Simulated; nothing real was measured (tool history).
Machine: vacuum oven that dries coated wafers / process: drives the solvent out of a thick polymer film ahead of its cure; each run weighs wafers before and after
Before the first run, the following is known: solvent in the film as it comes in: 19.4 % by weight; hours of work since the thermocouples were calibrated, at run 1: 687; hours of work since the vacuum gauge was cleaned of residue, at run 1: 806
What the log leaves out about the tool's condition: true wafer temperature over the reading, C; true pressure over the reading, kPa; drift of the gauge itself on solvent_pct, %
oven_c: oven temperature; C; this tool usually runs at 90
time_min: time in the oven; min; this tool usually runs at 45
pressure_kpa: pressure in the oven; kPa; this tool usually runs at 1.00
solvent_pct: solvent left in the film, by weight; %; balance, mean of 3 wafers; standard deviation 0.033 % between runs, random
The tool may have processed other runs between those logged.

| run | hour | oven_c | time_min | pressure_kpa | hours of work since the thermocouples were calibrated | hours of work since the vacuum gauge was cleaned of residue | solvent_pct |
|---|---|---|---|---|---|---|---|
| 1 | 0.0 | 90 | 45 | 1.00 | 687 | 806 | 2.40 |
| 2 | 90.3 | 90 | 45 | 1.00 | 725 | 845 | 2.39 |
| 3 | 195.0 | 76 | 45 | 1.00 | 770 | 889 | 7.15 |
| 4 | 246.9 | 76 | 45 | 1.00 | 792 | 911 | 7.17 |
| 5 | 326.4 | 90 | 56 | 1.00 | 826 | 945 | 1.69 |
| 6 | 384.7 | 90 | 45 | 1.00 | 850 | 970 | 2.45 |
| 7 | 434.4 | 90 | 45 | 1.00 | 872 | 991 | 2.52 |
|  | 446.1 | oven's thermocouples calibrated |
| 8 | 552.6 | 90 | 45 | 1.00 | 45 | 1041 | 2.76 |
|  | 631.7 | oven's thermocouples calibrated, once more |
| 9 | 638.6 | 90 | 45 | 1.00 | 3 | 1076 | 2.13 |
| 10 | 711.6 | 97 | 45 | 1.00 | 34 | 1107 | 0.93 |
|  | 799.5 | vacuum gauge cleaned of residue and calibrated |
| 11 | 817.5 | 97 | 78 | 1.00 | 78 | 8 | 0.28 |
| 12 | 881.4 | 97 | 78 | 1.00 | 106 | 35 | 0.32 |
| 13 | 936.3 | 90 | 62 | 3.00 | 129 | 58 | 1.79 |
| 14 | 1000.2 | 79 | 38 | 1.88 | 156 | 85 | 6.94 |
| 15 | 1070.9 | 103 | 45 | 0.77 | 186 | 116 | 0.39 |

What if the next run were any one of these 3? Each begins from the tool's condition after run 15:
| A | 1183.5 | 103 | 76 | 0.77 | 234 | 163 | ? |
| B | 1183.5 | 94 | 45 | 0.77 | 234 | 163 | ? |
| C | 1183.5 | 83 | 39 | 0.77 | 234 | 163 | ? |

| run | solvent_pct |
|---|---|
| A | 0.18 |
| B | 1.26 |
| C | 4.95 |
Without the tool's unlogged condition, the same runs would have read:
| run | solvent_pct |
|---|---|
| A | 0.15 |
| B | 1.07 |
| C | 4.57 |
